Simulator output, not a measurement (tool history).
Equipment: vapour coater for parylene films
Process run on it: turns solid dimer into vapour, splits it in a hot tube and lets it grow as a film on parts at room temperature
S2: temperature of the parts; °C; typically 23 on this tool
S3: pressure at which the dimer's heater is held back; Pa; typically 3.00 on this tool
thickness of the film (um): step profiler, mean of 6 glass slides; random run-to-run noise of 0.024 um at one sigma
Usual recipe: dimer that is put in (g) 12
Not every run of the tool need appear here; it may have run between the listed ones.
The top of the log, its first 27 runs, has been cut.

Run 28, hour 1477.0: usual settings but dimer that is put in (g) 5, S2 27 °C, S3 2.32 Pa. Result: thickness of the film (um) 1.69.
Run 29, hour 1526.1: usual settings but dimer that is put in (g) 17, S2 17 °C, S3 7.83 Pa. Result: thickness of the film (um) 7.64.
Run 30, hour 1569.7: usual settings but dimer that is put in (g) 9, S2 17 °C, S3 5.23 Pa. Result: thickness of the film (um) 4.16.
At hour 1638.8: trap's valve overhauled.
Run 31, hour 1639.2: usual settings but S2 28 °C, S3 2.76 Pa. Result: thickness of the film (um) 3.90.
Run 32, hour 1711.0: usual settings but S2 29 °C, S3 5.04 Pa. Result: thickness of the film (um) 3.58.
Run 33, hour 1744.7: usual settings but S2 24 °C. Result: thickness of the film (um) 4.50.
At hour 1764.2: gauge calibrated.
Run 34, hour 1809.1: usual settings but dimer that is put in (g) 5, S3 9.96 Pa. Result: thickness of the film (um) 1.74.
Run 35, hour 1851.1: usual settings but dimer that is put in (g) 8, S2 35 °C. Result: thickness of the film (um) 1.93.
Run 36, hour 1900.7: usual settings but dimer that is put in (g) 17, S2 31 °C, S3 7.21 Pa. Result: thickness of the film (um) 4.49.
Run 37, hour 1951.9: usual settings but dimer that is put in (g) 17, S2 17 °C. Result: thickness of the film (um) 8.24.
Run 38, hour 2006.2: usual settings but dimer that is put in (g) 17, S2 17 °C. Result: thickness of the film (um) 8.19.
Run 39, hour 2043.7: usual settings but dimer that is put in (g) 9, S2 24 °C, S3 9.42 Pa. Result: thickness of the film (um) 3.04.
Run 40, hour 2094.1: usual settings but dimer that is put in (g) 11, S2 27 °C, S3 4.36 Pa. Result: thickness of the film (um) 3.57.
Run 41, hour 2167.4: usual settings but S3 3.47 Pa. Result: thickness of the film (um) 4.61.
Run 42, hour 2240.7: usual settings but S3 3.47 Pa. Result: thickness of the film (um) 4.61.
Run 43, hour 2306.1: usual settings but dimer that is put in (g) 17, S2 19 °C, S3 11.15 Pa. Result: thickness of the film (um) 6.86.
Run 44, hour 2355.0: usual settings but dimer that is put in (g) 14, S2 22 °C. Result: thickness of the film (um) 5.65.
Run 45, hour 2388.5: usual settings but S2 18 °C, S3 5.68 Pa. Result: thickness of the film (um) 5.34.
Run 46, hour 2435.7: usual settings but S2 18 °C, S3 5.68 Pa. Result: thickness of the film (um) 5.37.

Alternative continuations, all from the tool just after run 46; predict every row:
At hour 2466.1: trap's valve overhauled.
Run A, hour 2491.6: usual settings but dimer that is put in (g) 19, S2 22 °C, S3 7.12 Pa. Result: thickness of the film (um) ?.
At hour 2466.1: trap's valve overhauled.
Run B, hour 2491.6: usual settings but dimer that is put in (g) 21, S3 2.78 Pa. Result: thickness of the film (um) ?.
At hour 2466.1: trap's valve overhauled.
Run C, hour 2491.6: usual settings but dimer that is put in (g) 18, S2 18 °C, S3 5.68 Pa. Result: thickness of the film (um) ?.
At hour 2466.1: trap's valve overhauled.
Run D, hour 2491.6: usual settings but S3 5.84 Pa. Result: thickness of the film (um) ?.

run  thickness of the film (um)
  A                        7.16
  B                        8.33
  C                        8.00
  D                        4.42
The same runs, with their run-to-run variation unchanged, on a tool lacking any hidden condition would have given:
run  thickness of the film (um)
  A                        7.02
  B                        8.16
  C                        7.84
  D                        4.33
